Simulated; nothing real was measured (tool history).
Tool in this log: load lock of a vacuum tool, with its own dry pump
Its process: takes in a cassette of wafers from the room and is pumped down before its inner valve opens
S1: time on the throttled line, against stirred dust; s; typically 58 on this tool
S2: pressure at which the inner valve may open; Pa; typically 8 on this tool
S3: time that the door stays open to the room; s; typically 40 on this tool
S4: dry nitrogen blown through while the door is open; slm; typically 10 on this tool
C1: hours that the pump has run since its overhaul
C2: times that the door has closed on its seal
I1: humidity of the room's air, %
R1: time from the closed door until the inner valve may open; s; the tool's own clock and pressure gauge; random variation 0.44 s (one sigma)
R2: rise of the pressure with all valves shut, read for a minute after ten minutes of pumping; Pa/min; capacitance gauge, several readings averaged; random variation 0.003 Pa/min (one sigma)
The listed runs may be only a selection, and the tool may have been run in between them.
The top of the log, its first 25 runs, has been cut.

run    hour   S1  S2   S3  S4    C1     C2    I1     R1     R2
 26  2513.7   58   9   26   6  5881  30310    44   99.4  0.026
 27    2619   58  12   40   8  5987  30803  41.8   97.7  0.036
 28  2688.3   58  12   40   8  6056  31128  45.9   97.5  0.034
 29    2816   58   8   40   7  6184  31727  42.3   99.7   0.04
 30  2887.7   49   8  164  15  6255  32063  44.6     93  0.075
 31  3025.2   58  16   33   9  6393  32707  46.4     95  0.032
       3108  -- door's seal changed, seat wiped
 32  3156.7  108   7   33   8  6523    228  46.4  139.9  0.027
 33  3226.6  108   7   33   8  6593    556  44.9  139.2  0.022
 34  3302.7   70   8   40   9  6669    912  46.5  108.4  0.029
 35  3392.7   70   8   40   6  6759   1334  47.3  109.2  0.034
 36  3494.8   70   8   40   6  6861   1812  46.9  108.8  0.034
 37  3607.3  107  13   40  10  6973   2340  43.5  133.9   0.03
 38    3753   74  13   40  10  7119   3023  45.2  109.1  0.035

Predict each of these 3 candidate next runs independently; none follows another, all start after run 38:
  A  3863  73   8  40  10  7229  3538  44.1   ?   ?
  B  3863  34  11  32  10  7229  3538  45.2   ?   ?
  C  3863  74  12  40  10  7229  3538  38.5   ?   ?

run     R1     R2
  A  111.4  0.027
  B   80.2  0.029
  C  109.6  0.027
Stripped of hidden state, with their random variation kept, the same runs would have yielded:
run     R1     R2
  A  111.4  0.027
  B   80.2  0.029
  C  109.6  0.027
